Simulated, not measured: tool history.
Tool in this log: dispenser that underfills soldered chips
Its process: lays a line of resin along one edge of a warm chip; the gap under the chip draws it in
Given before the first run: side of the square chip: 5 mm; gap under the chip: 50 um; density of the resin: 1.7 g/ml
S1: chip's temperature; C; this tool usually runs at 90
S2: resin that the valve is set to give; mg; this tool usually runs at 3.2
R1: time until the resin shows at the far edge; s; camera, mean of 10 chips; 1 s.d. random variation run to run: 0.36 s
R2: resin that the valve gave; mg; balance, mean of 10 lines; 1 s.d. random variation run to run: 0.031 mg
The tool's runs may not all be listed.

| run | hour | S1 | S2 | R1 | R2 |
|---|---|---|---|---|---|
| 1 | 0 | 90 | 3.2 | 24.8 | 3.04 |
| 2 | 7.3 | 90 | 3.2 | 20.6 | 3.02 |
| 3 | 16.6 | 90 | 3.2 | 17.8 | 2.98 |
| 4 | 30.7 | 77 | 3.2 | 34.5 | 3 |
| 5 | 44.8 | 98 | 3.2 | 13.3 | 2.99 |
| 6 | 63 | 94 | 3.2 | 16 | 3.2 |
| 7 | 73.8 | 90 | 3.2 | 18 | 3.2 |
| 8 | 82.1 | 90 | 3.6 | 22.5 | 3.56 |
| 9 | 93.5 | 90 | 3.73 | 19.7 | 3.63 |
| 10 | 102.8 | 90 | 3.73 | 17.8 | 3.62 |
| 11 | 117 | 90 | 3.73 | 17.4 | 3.6 |
| 12 | 132 | 90 | 3.2 | 17.4 | 3.15 |
| 13 | 142.7 | 90 | 3.2 | 24.4 | 3.07 |
| 14 | 158.1 | 90 | 3.2 | 25 | 3.09 |
| 15 | 165.6 | 90 | 3.2 | 19.6 | 3.01 |
| 16 | 182.3 | 90 | 3.2 | 22.5 | 3.01 |
| 17 | 192.5 | 90 | 3.2 | 19.1 | 2.97 |
| 18 | 209.8 | 81 | 3.2 | 30.8 | 3.19 |
| 19 | 223.3 | 99 | 3.2 | 12.5 | 3.18 |
| 20 | 239.9 | 99 | 3.2 | 13.2 | 3.14 |
| 21 | 252.5 | 96 | 3.2 | 15.4 | 3.12 |
| 22 | 264.6 | 96 | 3.2 | 14 | 3.09 |
| 23 | 276.8 | 96 | 3.2 | 13.6 | 3.1 |
| 24 | 284.6 | 89 | 3.38 | 21.9 | 3.24 |
| 25 | 300.8 | 94 | 3.59 | 18.3 | 3.41 |
| 26 | 316.7 | 87 | 3.49 | 26.8 | 3.28 |
| 27 | 326 | 103 | 3.63 | 11.2 | 3.45 |
| 28 | 334.9 | 84 | 3.87 | 22.8 | 3.6 |
| 29 | 349.8 | 87 | 3.74 | 19.1 | 3.49 |
| 30 | 360.4 | 87 | 3.74 | 25.6 | 3.68 |
| 31 | 374.9 | 94 | 4.19 | 18.2 | 4.16 |
| 32 | 384 | 94 | 4.19 | 16.3 | 4.14 |
| 33 | 397.9 | 76 | 2.92 | 37.8 | 2.83 |
| 34 | 409.8 | 76 | 3.14 | 35.5 | 3.05 |
| 35 | 425.3 | 99 | 3.45 | 12.2 | 3.32 |

Between the runs listed above, the log contained 33 entries, not reproduced here. Where in the sequence does each belong, and how does what the log doesn't record of the tool's condition differ from the listed run before to the listed run after?
Run 1 -> run 2: new syringe of resin (hour 2.6)
  resin's viscosity, % of fresh resin's: 135 -> 111.5; dose that the valve gives, % of what is set: 94.98 -> 94.61; true chip temperature over the reading, C: 1.28 -> 1.31
  the result without the hidden state subtracted from the measured one, R1: +5.5 -> +1.1 s; R2: -0.16 -> -0.17 mg
Run 2 -> run 3: new syringe of resin (hour 16.6)
  resin's viscosity, % of fresh resin's: 111.5 -> 100.2; dose that the valve gives, % of what is set: 94.61 -> 94.16; true chip temperature over the reading, C: 1.31 -> 1.35
  the result without the hidden state subtracted from the measured one, R1: +1.1 -> -0.9 s; R2: -0.17 -> -0.19 mg
Run 3 -> run 4: new syringe of resin (hour 30.7)
  resin's viscosity, % of fresh resin's: 100.2 -> 99.4; dose that the valve gives, % of what is set: 94.16 -> 93.44; true chip temperature over the reading, C: 1.35 -> 1.41
  the result without the hidden state subtracted from the measured one, R1: -0.9 -> -2.3 s; R2: -0.19 -> -0.21 mg
Run 4 -> run 5: new syringe of resin (hour 44.6)
  resin's viscosity, % of fresh resin's: 99.4 -> 101; dose that the valve gives, % of what is set: 93.44 -> 92.78; true chip temperature over the reading, C: 1.41 -> 1.46
  the result without the hidden state subtracted from the measured one, R1: -2.3 -> -0.5 s; R2: -0.21 -> -0.23 mg
Run 5 -> run 6: dispensing valve cleaned and set on the balance (hour 52); new syringe of resin (hour 59.7)
  resin's viscosity, % of fresh resin's: 101 -> 109.6; dose that the valve gives, % of what is set: 92.78 -> 99.44; true chip temperature over the reading, C: 1.46 -> 1.54
  the result without the hidden state subtracted from the measured one, R1: -0.5 -> +0.4 s; R2: -0.23 -> -0.02 mg
Run 6 -> run 7: new syringe of resin (hour 73.8)
  resin's viscosity, % of fresh resin's: 109.6 -> 100.8; dose that the valve gives, % of what is set: 99.44 -> 98.92; true chip temperature over the reading, C: 1.54 -> 1.58
  the result without the hidden state subtracted from the measured one, R1: +0.4 -> -1.2 s; R2: -0.02 -> -0.03 mg
Run 8 -> run 9: new syringe of resin (hour 88.5)
  resin's viscosity, % of fresh resin's: 125.3 -> 113.5; dose that the valve gives, % of what is set: 98.47 -> 97.96; true chip temperature over the reading, C: 1.61 -> 1.65
  the result without the hidden state subtracted from the measured one, R1: +3.1 -> +0.9 s; R2: -0.06 -> -0.08 mg
Run 9 -> run 10: new syringe of resin (hour 102.6)
  resin's viscosity, % of fresh resin's: 113.5 -> 100.3; dose that the valve gives, % of what is set: 97.96 -> 97.49; true chip temperature over the reading, C: 1.65 -> 1.69
  the result without the hidden state subtracted from the measured one, R1: +0.9 -> -1.3 s; R2: -0.08 -> -0.1 mg
Run 10 -> run 11: new syringe of resin (hour 117)
  resin's viscosity, % of fresh resin's: 100.3 -> 100.8; dose that the valve gives, % of what is set: 97.49 -> 96.81; true chip temperature over the reading, C: 1.69 -> 1.75
  the result without the hidden state subtracted from the measured one, R1: -1.3 -> -1.3 s; R2: -0.1 -> -0.12 mg
Run 11 -> run 12: new syringe of resin (hour 131.9)
  resin's viscosity, % of fresh resin's: 100.8 -> 100.7; dose that the valve gives, % of what is set: 96.81 -> 96.12; true chip temperature over the reading, C: 1.75 -> 1.81
  the result without the hidden state subtracted from the measured one, R1: -1.3 -> -1.3 s; R2: -0.12 -> -0.12 mg
Run 13 -> run 14: new syringe of resin (hour 146.5)
  resin's viscosity, % of fresh resin's: 133.2 -> 136.2; dose that the valve gives, % of what is set: 95.56 -> 94.8; true chip temperature over the reading, C: 1.85 -> 1.92
  the result without the hidden state subtracted from the measured one, R1: +4.5 -> +5 s; R2: -0.14 -> -0.17 mg
Run 14 -> run 15: new syringe of resin (hour 160.5)
  resin's viscosity, % of fresh resin's: 136.2 -> 113.2; dose that the valve gives, % of what is set: 94.8 -> 94.41; true chip temperature over the reading, C: 1.92 -> 1.95
  the result without the hidden state subtracted from the measured one, R1: +5 -> +0.8 s; R2: -0.17 -> -0.18 mg
Run 15 -> run 16: new syringe of resin (hour 175)
  resin's viscosity, % of fresh resin's: 113.2 -> 123.2; dose that the valve gives, % of what is set: 94.41 -> 93.62; true chip temperature over the reading, C: 1.95 -> 2.02
  the result without the hidden state subtracted from the measured one, R1: +0.8 -> +2.7 s; R2: -0.18 -> -0.21 mg
Run 16 -> run 17: new syringe of resin (hour 189.8)
  resin's viscosity, % of fresh resin's: 123.2 -> 107.3; dose that the valve gives, % of what is set: 93.62 -> 93.15; true chip temperature over the reading, C: 2.02 -> 2.05
  the result without the hidden state subtracted from the measured one, R1: +2.7 -> -0.3 s; R2: -0.21 -> -0.22 mg
Run 17 -> run 18: dispensing valve cleaned and set on the balance (hour 202.2); new syringe of resin (hour 204.7)
  resin's viscosity, % of fresh resin's: 107.3 -> 115.7; dose that the valve gives, % of what is set: 93.15 -> 99.49; true chip temperature over the reading, C: 2.05 -> 2.12
  the result without the hidden state subtracted from the measured one, R1: -0.3 -> +1.3 s; R2: -0.22 -> -0.02 mg
Run 18 -> run 19: new syringe of resin (hour 219)
  resin's viscosity, % of fresh resin's: 115.7 -> 112.3; dose that the valve gives, % of what is set: 99.49 -> 98.87; true chip temperature over the reading, C: 2.12 -> 2.18
  the result without the hidden state subtracted from the measured one, R1: +1.3 -> +0.2 s; R2: -0.02 -> -0.04 mg
Run 19 -> run 20: new syringe of resin (hour 233)
  resin's viscosity, % of fresh resin's: 112.3 -> 118.7; dose that the valve gives, % of what is set: 98.87 -> 98.08; true chip temperature over the reading, C: 2.18 -> 2.24
  the result without the hidden state subtracted from the measured one, R1: +0.2 -> +0.9 s; R2: -0.04 -> -0.06 mg
Run 20 -> run 21: new syringe of resin (hour 247.3)
  resin's viscosity, % of fresh resin's: 118.7 -> 115.5; dose that the valve gives, % of what is set: 98.08 -> 97.46; true chip temperature over the reading, C: 2.24 -> 2.29
  the result without the hidden state subtracted from the measured one, R1: +0.9 -> +0.7 s; R2: -0.06 -> -0.08 mg
Run 21 -> run 22: new syringe of resin (hour 262.5)
  resin's viscosity, % of fresh resin's: 115.5 -> 105.2; dose that the valve gives, % of what is set: 97.46 -> 96.91; true chip temperature over the reading, C: 2.29 -> 2.34
  the result without the hidden state subtracted from the measured one, R1: +0.7 -> -0.8 s; R2: -0.08 -> -0.1 mg
Run 22 -> run 23: new syringe of resin (hour 276.8)
  resin's viscosity, % of fresh resin's: 105.2 -> 100.7; dose that the valve gives, % of what is set: 96.91 -> 96.32; true chip temperature over the reading, C: 2.34 -> 2.39
  the result without the hidden state subtracted from the measured one, R1: -0.8 -> -1.3 s; R2: -0.1 -> -0.12 mg
Run 24 -> run 25: new syringe of resin (hour 290.9)
  resin's viscosity, % of fresh resin's: 123.4 -> 127.8; dose that the valve gives, % of what is set: 95.95 -> 95.21; true chip temperature over the reading, C: 2.42 -> 2.49
  the result without the hidden state subtracted from the measured one, R1: +2.2 -> +2.3 s; R2: -0.14 -> -0.17 mg
Run 25 -> run 26: new syringe of resin (hour 304.8)
  resin's viscosity, % of fresh resin's: 127.8 -> 136.3; dose that the valve gives, % of what is set: 95.21 -> 94.43; true chip temperature over the reading, C: 2.49 -> 2.56
  the result without the hidden state subtracted from the measured one, R1: +2.3 -> +4.7 s; R2: -0.17 -> -0.2 mg
Run 26 -> run 27: new syringe of resin (hour 319.7)
  resin's viscosity, % of fresh resin's: 136.3 -> 116.3; dose that the valve gives, % of what is set: 94.43 -> 93.98; true chip temperature over the reading, C: 2.56 -> 2.6
  the result without the hidden state subtracted from the measured one, R1: +4.7 -> +0.5 s; R2: -0.2 -> -0.22 mg
Run 27 -> run 28: new syringe of resin (hour 333.9)
  resin's viscosity, % of fresh resin's: 116.3 -> 103.4; dose that the valve gives, % of what is set: 93.98 -> 93.55; true chip temperature over the reading, C: 2.6 -> 2.63
  the result without the hidden state subtracted from the measured one, R1: +0.5 -> -2.2 s; R2: -0.22 -> -0.25 mg
Run 28 -> run 29: new syringe of resin (hour 348.7)
  resin's viscosity, % of fresh resin's: 103.4 -> 104.5; dose that the valve gives, % of what is set: 93.55 -> 92.83; true chip temperature over the reading, C: 2.63 -> 2.7
  the result without the hidden state subtracted from the measured one, R1: -2.2 -> -1.6 s; R2: -0.25 -> -0.27 mg
Run 29 -> run 30: dispensing valve cleaned and set on the balance (hour 353.6)
  resin's viscosity, % of fresh resin's: 104.5 -> 134.2; dose that the valve gives, % of what is set: 92.83 -> 99.21; true chip temperature over the reading, C: 2.7 -> 2.74
  the result without the hidden state subtracted from the measured one, R1: -1.6 -> +3.9 s; R2: -0.27 -> -0.03 mg
Run 30 -> run 31: new syringe of resin (hour 364.2)
  resin's viscosity, % of fresh resin's: 134.2 -> 132.2; dose that the valve gives, % of what is set: 99.21 -> 98.59; true chip temperature over the reading, C: 2.74 -> 2.8
  the result without the hidden state subtracted from the measured one, R1: +3.9 -> +2.5 s; R2: -0.03 -> -0.06 mg
Run 31 -> run 32: new syringe of resin (hour 378.2)
  resin's viscosity, % of fresh resin's: 132.2 -> 117.4; dose that the valve gives, % of what is set: 98.59 -> 98.19; true chip temperature over the reading, C: 2.8 -> 2.84
  the result without the hidden state subtracted from the measured one, R1: +2.5 -> +0.5 s; R2: -0.06 -> -0.08 mg
Run 32 -> run 33: new syringe of resin (hour 392.1)
  resin's viscosity, % of fresh resin's: 117.4 -> 115.7; dose that the valve gives, % of what is set: 98.19 -> 97.54; true chip temperature over the reading, C: 2.84 -> 2.89
  the result without the hidden state subtracted from the measured one, R1: +0.5 -> +0.2 s; R2: -0.08 -> -0.07 mg
Run 33 -> run 34: new syringe of resin (hour 406.7)
  resin's viscosity, % of fresh resin's: 115.7 -> 108.3; dose that the valve gives, % of what is set: 97.54 -> 96.97; true chip temperature over the reading, C: 2.89 -> 2.94
  the result without the hidden state subtracted from the measured one, R1: +0.2 -> -2.3 s; R2: -0.07 -> -0.09 mg
Run 34 -> run 35: new syringe of resin (hour 421)
  resin's viscosity, % of fresh resin's: 108.3 -> 112.1; dose that the valve gives, % of what is set: 96.97 -> 96.22; true chip temperature over the reading, C: 2.94 -> 3
  the result without the hidden state subtracted from the measured one, R1: -2.3 -> -0.2 s; R2: -0.09 -> -0.13 mg
